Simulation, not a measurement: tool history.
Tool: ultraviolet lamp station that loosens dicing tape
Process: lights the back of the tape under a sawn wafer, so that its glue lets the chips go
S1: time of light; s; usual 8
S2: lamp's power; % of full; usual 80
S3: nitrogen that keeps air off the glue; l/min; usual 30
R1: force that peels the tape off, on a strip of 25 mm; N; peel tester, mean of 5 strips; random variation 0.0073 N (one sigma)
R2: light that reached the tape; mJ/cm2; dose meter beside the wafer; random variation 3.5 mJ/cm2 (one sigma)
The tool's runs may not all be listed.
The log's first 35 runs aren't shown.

run	hour	S1	S2	S3	R1	R2
36	854.9	7	75	50	0.663	326
# hour 882: window cleaned of glue's vapour
37	888.9	9	72	30	0.542	434
38	915.1	7	80	23	0.965	369
39	949.2	7	80	23	0.975	364
40	976.3	6	80	23	1.295	314
41	1008.8	4	80	23	2.276	210
42	1030.3	14	80	43	0.114	709
43	1047.4	15	66	19	0.371	622
44	1083.4	5	80	22	1.77	246

3 ways to go on from here, each from the tool as it stands after run 44. What would each give?
A	1112.8	7	72	15	?	?
B	1112.8	12	72	48	?	?
C	1112.8	8	76	30	?	?

run	R1	R2
A	1.711	308
B	0.218	526
C	0.794	371
Without the tool's hidden state the same runs would have given:
run	R1	R2
A	0.93	451
B	0.096	770
C	0.326	543
